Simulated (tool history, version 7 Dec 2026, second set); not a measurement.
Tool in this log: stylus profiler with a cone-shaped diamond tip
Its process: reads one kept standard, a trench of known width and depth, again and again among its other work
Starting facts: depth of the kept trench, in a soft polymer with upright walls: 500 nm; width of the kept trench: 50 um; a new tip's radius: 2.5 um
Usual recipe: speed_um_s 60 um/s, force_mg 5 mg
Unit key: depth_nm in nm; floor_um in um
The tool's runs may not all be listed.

Run 1, hour 0: usual settings. Result: depth_nm 510.87 nm, floor_um 46.79 um.
Run 2, hour 25.5: usual settings. Result: depth_nm 511.12 nm, floor_um 46.73 um.
Run 3, hour 49.9: usual settings but speed_um_s 184 um/s. Result: depth_nm 511 nm, floor_um 46.39 um.
Run 4, hour 78.9: usual settings but speed_um_s 30 um/s. Result: depth_nm 511.1 nm, floor_um 46.86 um.
Run 5, hour 96.6: usual settings but speed_um_s 30 um/s. Result: depth_nm 510.9 nm, floor_um 46.84 um.
Run 6, hour 110.6: usual settings but speed_um_s 30 um/s, force_mg 2.91 mg. Result: depth_nm 507.7 nm, floor_um 46.77 um.
Run 7, hour 142.3: usual settings. Result: depth_nm 510.59 nm, floor_um 46.66 um.
Run 8, hour 165.3: usual settings. Result: depth_nm 510.81 nm, floor_um 46.69 um.
Run 9, hour 194.9: usual settings. Result: depth_nm 510.72 nm, floor_um 46.69 um.
Run 10, hour 224.5: usual settings. Result: depth_nm 510.79 nm, floor_um 46.67 um.
Run 11, hour 240: usual settings. Result: depth_nm 510.86 nm, floor_um 46.6 um.
Run 12, hour 260.3: usual settings but speed_um_s 96 um/s. Result: depth_nm 510.71 nm, floor_um 46.49 um.
Run 13, hour 288.8: usual settings but speed_um_s 211 um/s. Result: depth_nm 510.8 nm, floor_um 46.14 um.
Run 14, hour 307.3: usual settings but speed_um_s 114 um/s. Result: depth_nm 510.77 nm, floor_um 46.41 um.
Run 15, hour 327.4: usual settings but speed_um_s 114 um/s. Result: depth_nm 510.75 nm, floor_um 46.42 um.
Run 16, hour 354: usual settings but force_mg 8.13 mg. Result: depth_nm 515.07 nm, floor_um 46.63 um.
Run 17, hour 383.1: usual settings but force_mg 8.13 mg. Result: depth_nm 515.16 nm, floor_um 46.53 um.
Run 18, hour 402.5: usual settings but force_mg 8.13 mg. Result: depth_nm 515.04 nm, floor_um 46.59 um.
Run 19, hour 431.4: usual settings but force_mg 8.13 mg. Result: depth_nm 515.13 nm, floor_um 46.56 um.
Run 20, hour 464: usual settings but force_mg 4.57 mg. Result: depth_nm 510.13 nm, floor_um 46.45 um.
Run 21, hour 478.6: usual settings but force_mg 7.81 mg. Result: depth_nm 514.66 nm, floor_um 46.5 um.
Run 22, hour 504.3: usual settings but speed_um_s 139 um/s, force_mg 7.81 mg. Result: depth_nm 514.41 nm, floor_um 46.27 um.
At hour 506.9: height scale calibrated on a step standard.
Run 23, hour 527.7: usual settings but speed_um_s 139 um/s, force_mg 7.81 mg. Result: depth_nm 514.42 nm, floor_um 46.29 um.
Run 24, hour 555.6: usual settings but speed_um_s 47 um/s, force_mg 5.6 mg. Result: depth_nm 511.33 nm, floor_um 46.45 um.
Run 25, hour 580: usual settings but speed_um_s 85 um/s, force_mg 3.91 mg. Result: depth_nm 509.02 nm, floor_um 46.26 um.
Run 26, hour 600.5: usual settings but speed_um_s 81 um/s, force_mg 1.77 mg. Result: depth_nm 505.1 nm, floor_um 46.15 um.
Run 27, hour 627.7: usual settings but speed_um_s 81 um/s, force_mg 1.77 mg. Result: depth_nm 504.75 nm, floor_um 46.17 um.
At hour 648.5: height scale calibrated on a step standard, once more.
Run 28, hour 655.2: usual settings but speed_um_s 81 um/s, force_mg 1.77 mg. Result: depth_nm 505.65 nm, floor_um 46.11 um.
Run 29, hour 686.3: usual settings but speed_um_s 208 um/s, force_mg 2.36 mg. Result: depth_nm 506.68 nm, floor_um 45.54 um.
Run 30, hour 713.1: usual settings but speed_um_s 208 um/s, force_mg 2.36 mg. Result: depth_nm 506.77 nm, floor_um 45.59 um.
Run 31, hour 739.1: usual settings but speed_um_s 48 um/s, force_mg 4.11 mg. Result: depth_nm 509.93 nm, floor_um 46.31 um.
Run 32, hour 767.6: usual settings but speed_um_s 48 um/s, force_mg 4.11 mg. Result: depth_nm 509.83 nm, floor_um 46.28 um.
Run 33, hour 786.4: usual settings but speed_um_s 140 um/s, force_mg 13.88 mg. Result: depth_nm 521.98 nm, floor_um 46.2 um.
Run 34, hour 810.7: usual settings but speed_um_s 140 um/s, force_mg 13.88 mg. Result: depth_nm 521.61 nm, floor_um 46.24 um.
Run 35, hour 827.9: usual settings but speed_um_s 201 um/s, force_mg 5.22 mg. Result: depth_nm 511.4 nm, floor_um 45.85 um.
Run 36, hour 857.8: usual settings but speed_um_s 33 um/s, force_mg 11.51 mg. Result: depth_nm 519.24 nm, floor_um 46.34 um.
Run 37, hour 881.9: usual settings but speed_um_s 156 um/s, force_mg 1.83 mg. Result: depth_nm 505.81 nm, floor_um 45.67 um.
Run 38, hour 898: usual settings but speed_um_s 26 um/s, force_mg 4.93 mg. Result: depth_nm 510.83 nm, floor_um 46.34 um.
Run 39, hour 915.5: usual settings but speed_um_s 58 um/s, force_mg 4.89 mg. Result: depth_nm 510.8 nm, floor_um 46.19 um.
Run 40, hour 936: usual settings but speed_um_s 30 um/s, force_mg 3.46 mg. Result: depth_nm 508.57 nm, floor_um 46.25 um.
Run 41, hour 964.2: usual settings but force_mg 7.63 mg. Result: depth_nm 514.78 nm, floor_um 46.2 um.
Run 42, hour 986.9: usual settings but force_mg 7.63 mg. Result: depth_nm 514.41 nm, floor_um 46.23 um.
Run 43, hour 1014.5: usual settings but speed_um_s 23 um/s, force_mg 6.21 mg. Result: depth_nm 512.63 nm, floor_um 46.32 um.
Run 44, hour 1040.8: usual settings but speed_um_s 104 um/s. Result: depth_nm 510.88 nm, floor_um 45.98 um.
Run 45, hour 1072.1: usual settings but speed_um_s 178 um/s, force_mg 4.36 mg. Result: depth_nm 509.95 nm, floor_um 45.66 um.

Alternative continuations, all from the tool just after run 45; predict every row:
Run A, hour 1088.7: usual settings but speed_um_s 102 um/s, force_mg 2.31 mg. Result: depth_nm ?, floor_um ?.
Run B, hour 1088.7: usual settings but speed_um_s 19 um/s, force_mg 4.36 mg. Result: depth_nm ?, floor_um ?.
Run C, hour 1088.7: usual settings but speed_um_s 99 um/s, force_mg 11.66 mg. Result: depth_nm ?, floor_um ?.
Run D, hour 1088.7: usual settings but speed_um_s 225 um/s, force_mg 6.66 mg. Result: depth_nm ?, floor_um ?.
Run E, hour 1088.7: usual settings but speed_um_s 232 um/s, force_mg 7.13 mg. Result: depth_nm ?, floor_um ?.

run  depth_nm  floor_um
  A    506.37     45.85
  B    509.87     46.22
  C     519.6     46.12
  D    513.24     45.68
  E    513.67     45.72
Stripped of hidden state, with their random variation kept, the same runs would have yielded:
run  depth_nm  floor_um
  A    506.52     46.56
  B    510.02     46.93
  C    519.75     46.83
  D    513.39     46.39
  E    513.82     46.44
